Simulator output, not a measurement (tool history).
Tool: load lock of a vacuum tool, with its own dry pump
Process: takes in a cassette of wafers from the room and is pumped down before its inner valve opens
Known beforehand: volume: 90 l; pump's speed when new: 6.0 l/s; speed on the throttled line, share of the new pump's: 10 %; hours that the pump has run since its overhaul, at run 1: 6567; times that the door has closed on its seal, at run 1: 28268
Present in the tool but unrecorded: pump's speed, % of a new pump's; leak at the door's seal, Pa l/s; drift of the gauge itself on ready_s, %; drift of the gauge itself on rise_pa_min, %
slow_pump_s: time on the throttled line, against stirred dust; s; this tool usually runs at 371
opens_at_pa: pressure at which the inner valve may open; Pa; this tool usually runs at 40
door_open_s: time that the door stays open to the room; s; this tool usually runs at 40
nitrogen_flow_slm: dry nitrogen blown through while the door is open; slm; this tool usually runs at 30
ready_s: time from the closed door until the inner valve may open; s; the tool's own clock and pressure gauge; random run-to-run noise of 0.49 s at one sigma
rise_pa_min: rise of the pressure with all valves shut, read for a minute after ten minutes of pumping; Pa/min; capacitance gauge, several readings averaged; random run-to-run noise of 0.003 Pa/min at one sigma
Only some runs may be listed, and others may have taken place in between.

| run | hour | slow_pump_s | opens_at_pa | door_open_s | nitrogen_flow_slm | hours that the pump has run since its overhaul | times that the door has closed on its seal | incoming humidity of the room's air, % | ready_s | rise_pa_min |
|---|---|---|---|---|---|---|---|---|---|---|
| 1 | 0.0 | 371 | 40 | 40 | 30 | 6567 | 28268 | 46.5 | 455.1 | 0.129 |
| 2 | 79.5 | 371 | 40 | 40 | 26 | 6647 | 28547 | 43.8 | 454.4 | 0.133 |
| 3 | 253.1 | 371 | 42 | 40 | 30 | 6820 | 29157 | 50.1 | 454.2 | 0.140 |
| 4 | 350.3 | 371 | 42 | 40 | 30 | 6918 | 29498 | 46.8 | 453.6 | 0.135 |
| 5 | 499.7 | 289 | 40 | 40 | 30 | 7067 | 30023 | 44.2 | 381.3 | 0.143 |
| 6 | 590.6 | 371 | 40 | 40 | 30 | 7158 | 30342 | 46.7 | 455.6 | 0.146 |
| 7 | 740.9 | 371 | 40 | 40 | 30 | 7308 | 30870 | 44.1 | 454.5 | 0.143 |
| 8 | 887.6 | 371 | 40 | 37 | 30 | 7455 | 31385 | 44.6 | 455.1 | 0.146 |
| 9 | 967.1 | 371 | 40 | 37 | 30 | 7534 | 31664 | 44.4 | 455.4 | 0.148 |
| 10 | 1097.2 | 371 | 38 | 40 | 30 | 7665 | 32121 | 44.8 | 456.6 | 0.150 |
| 11 | 1208.0 | 371 | 38 | 40 | 30 | 7775 | 32510 | 43.2 | 456.0 | 0.153 |
| 12 | 1306.1 | 371 | 38 | 40 | 30 | 7873 | 32854 | 47.9 | 456.7 | 0.152 |
| 13 | 1395.7 | 371 | 40 | 40 | 30 | 7963 | 33169 | 42.1 | 454.6 | 0.156 |
| 14 | 1516.3 | 490 | 64 | 188 | 20 | 8084 | 33593 | 44.9 | 555.5 | 0.200 |
| 15 | 1614.9 | 490 | 64 | 188 | 20 | 8182 | 33939 | 46.5 | 554.7 | 0.205 |
| 16 | 1750.4 | 201 | 40 | 45 | 5 | 8318 | 34414 | 45.3 | 302.3 | 0.186 |
| 17 | 1907.1 | 201 | 40 | 45 | 5 | 8475 | 34965 | 44.2 | 302.6 | 0.195 |
| 18 | 2045.2 | 201 | 30 | 45 | 21 | 8613 | 35450 | 44.0 | 306.2 | 0.176 |
| 19 | 2147.9 | 256 | 28 | 40 | 30 | 8715 | 35810 | 44.3 | 357.7 | 0.170 |
| 20 | 2324.6 | 577 | 66 | 40 | 30 | 8892 | 36431 | 48.5 | 635.4 | 0.182 |
| 21 | 2501.0 | 235 | 31 | 127 | 5 | 9068 | 37050 | 46.0 | 337.5 | 0.239 |
| 22 | 2612.7 | 371 | 72 | 87 | 24 | 9180 | 37442 | 48.6 | 446.9 | 0.201 |
| 23 | 2728.2 | 371 | 72 | 87 | 24 | 9296 | 37848 | 45.1 | 446.5 | 0.198 |

Predict the results of run 24:
| 24 | 2886.5 | 371 | 32 | 228 | 7 | 9454 | 38404 | 47.4 | ? | ? |

Run 24 yielded ready_s 458.5 s, rise_pa_min 0.268 Pa/min.
With no hidden state in the tool, this same run would have given ready_s 455.2 s, rise_pa_min 0.096 Pa/min.
